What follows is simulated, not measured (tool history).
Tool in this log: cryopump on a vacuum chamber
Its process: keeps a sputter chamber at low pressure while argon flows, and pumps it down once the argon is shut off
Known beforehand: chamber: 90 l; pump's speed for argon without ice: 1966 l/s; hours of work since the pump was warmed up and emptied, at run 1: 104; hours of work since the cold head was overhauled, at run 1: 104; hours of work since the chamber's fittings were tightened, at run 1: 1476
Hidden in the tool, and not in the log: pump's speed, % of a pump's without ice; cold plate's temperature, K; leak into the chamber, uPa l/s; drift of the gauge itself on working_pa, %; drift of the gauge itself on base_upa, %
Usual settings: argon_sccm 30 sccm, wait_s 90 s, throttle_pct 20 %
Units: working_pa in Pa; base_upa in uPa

run     day  argon_sccm  wait_s  throttle_pct  hours of work since the pump was warmed up and emptied  hours of work since the cold head was overhauled  hours of work since the chamber's fittings were tightened  working_pa  base_upa
  1   0.000          30      90            20                                                     104                                               104                                                       1476      0.1303      1.10
  2   2.883          30      90            20                                                     165                                               165                                                       1537      0.1304      1.10
  3   5.912          30      90            20                                                     229                                               229                                                       1601      0.1312      1.15
  4   8.650          17      90            20                                                     287                                               287                                                       1659      0.0747      1.16
  5  12.771          17      90            20                                                     374                                               374                                                       1747      0.0755      1.27
  6  17.379          30      90            16                                                     472                                               472                                                       1844      0.1673      1.24
  7  19.875          27      90            16                                                     525                                               525                                                       1897      0.1528      1.37
  8  22.529          27      90            16                                                     581                                               581                                                       1954      0.1528      1.39
  9  25.225          27      90            16                                                     639                                               639                                                       2011      0.1542      1.44
     25.775  -- pump warmed up, emptied and cooled again
 10  29.750          52      90            20                                                      84                                               730                                                       2102      0.2262      1.19
 11  32.512          52      90            20                                                     143                                               789                                                       2161      0.2301      1.24
 12  35.012          52      90            20                                                     196                                               842                                                       2214      0.2280      1.35
 13  37.871          37      97            49                                                     257                                               902                                                       2275      0.0697      1.33
 14  42.729          39      90            31                                                     360                                              1005                                                       2378      0.1153      1.46

Estimate the outcome of run 15 from the log above:
 15  47.675          41     113            31                                                     465                                              1110                                                       2483           ?         ?

Run 15 yielded working_pa 0.1231 Pa, base_upa 1.44 uPa.
Had the tool carried no hidden state, the very same run would have given working_pa 0.1135 Pa, base_upa 0.57 uPa.

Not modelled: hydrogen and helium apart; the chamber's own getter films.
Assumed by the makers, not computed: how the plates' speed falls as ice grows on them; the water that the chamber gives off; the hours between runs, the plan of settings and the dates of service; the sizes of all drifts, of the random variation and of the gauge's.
